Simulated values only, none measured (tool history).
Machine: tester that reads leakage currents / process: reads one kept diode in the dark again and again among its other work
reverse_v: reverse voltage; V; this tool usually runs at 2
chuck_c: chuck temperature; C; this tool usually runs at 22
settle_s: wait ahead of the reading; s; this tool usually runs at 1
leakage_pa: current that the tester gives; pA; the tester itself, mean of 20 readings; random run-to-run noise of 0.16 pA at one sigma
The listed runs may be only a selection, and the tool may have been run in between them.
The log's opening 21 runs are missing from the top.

run	hour	reverse_v	chuck_c	settle_s	leakage_pa
22	714.4	2	29	6.95	91.08
23	750	1.41	21	6.95	37.07
24	777.7	3.48	53	6.95	898.26
25	821.4	2	31	6.32	109.18
26	845.3	12.76	31	6.32	267.23
27	884.3	4.36	22	1	72.34
28	909.3	2.19	22	1	50.88
29	954.5	7.82	56	8.15	1648.8
30	987	16.08	56	1.4	2319.65
31	1036.4	2	43	1	303.79
32	1070.6	2	43	1	303.28
33	1115.9	2	48	1.41	458.24
34	1139.1	2	48	1.41	457.24
35	1171.1	2	48	1.41	455.91
36	1213.6	2	22	1.05	48.39
37	1240.8	2	22	1.05	48.25
38	1276.3	8	29	4.2	177.69
39	1302.1	7.88	45	1	682.04

Forecast each of these 3 alternatives for the next run:
A	1332.9	2	22	4.23	?
B	1332.9	13.07	33	1.1	?
C	1332.9	1.15	45	1.13	?

run	leakage_pa
A	47.64
B	322.47
C	275.18
With the hidden condition removed and each run's random variation left untouched, the same runs would have given:
run	leakage_pa
A	48.79
B	328.86
C	294.03

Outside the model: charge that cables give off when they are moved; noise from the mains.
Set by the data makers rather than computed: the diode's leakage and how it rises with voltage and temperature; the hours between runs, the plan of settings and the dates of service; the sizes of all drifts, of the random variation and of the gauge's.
